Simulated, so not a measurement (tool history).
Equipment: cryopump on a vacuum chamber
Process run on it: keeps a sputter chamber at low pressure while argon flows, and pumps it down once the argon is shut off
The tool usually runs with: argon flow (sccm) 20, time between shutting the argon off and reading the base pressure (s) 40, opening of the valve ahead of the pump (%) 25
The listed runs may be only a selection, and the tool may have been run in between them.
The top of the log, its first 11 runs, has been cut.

run	hour	argon flow (sccm)	time between shutting the argon off and reading the base pressure (s)	opening of the valve ahead of the pump (%)	pressure while argon flows (Pa)	pressure after the wait (uPa)
12	298.3	20	45	25	0.112	1.62
13	330.8	20	40	58	0.0499	1.75
14	366.5	20	40	58	0.0494	1.78
15	385.1	37	40	25	0.209	1.76
16	411.1	36	40	25	0.2037	1.8
17	445	20	40	28	0.1013	1.8
18	473.3	23	36	22	0.1478	2.03
19	502.6	23	36	22	0.149	2.08
20	533.9	17	26	22	0.1084	2.61
21	554.2	37	37	24	0.22	2.08
22	574.6	21	37	24	0.1244	2.06
23	606.1	9	82	24	0.0537	1.34
24	631.8	18	36	50	0.0536	2.17
25	659.5	18	36	50	0.054	2.16
26	677.4	18	36	50	0.0543	2.16
27	708.8	20	106	39	0.0768	1.31
28	733.3	11	29	18	0.088	2.54
29	766.4	11	29	18	0.0874	2.59
30	789.1	11	29	18	0.0878	2.65
31	813.1	11	29	18	0.0878	2.61
32	835.5	11	29	55	0.0325	2.64

What will run 33 give?
33	853.2	9	29	45	?	?

For run 33 the tool returned pressure while argon flows (Pa) 0.0296, pressure after the wait (uPa) 2.66.
With the hidden condition absent and the run-to-run variation left alone, this run would have shown pressure while argon flows (Pa) 0.0268, pressure after the wait (uPa) 1.88.

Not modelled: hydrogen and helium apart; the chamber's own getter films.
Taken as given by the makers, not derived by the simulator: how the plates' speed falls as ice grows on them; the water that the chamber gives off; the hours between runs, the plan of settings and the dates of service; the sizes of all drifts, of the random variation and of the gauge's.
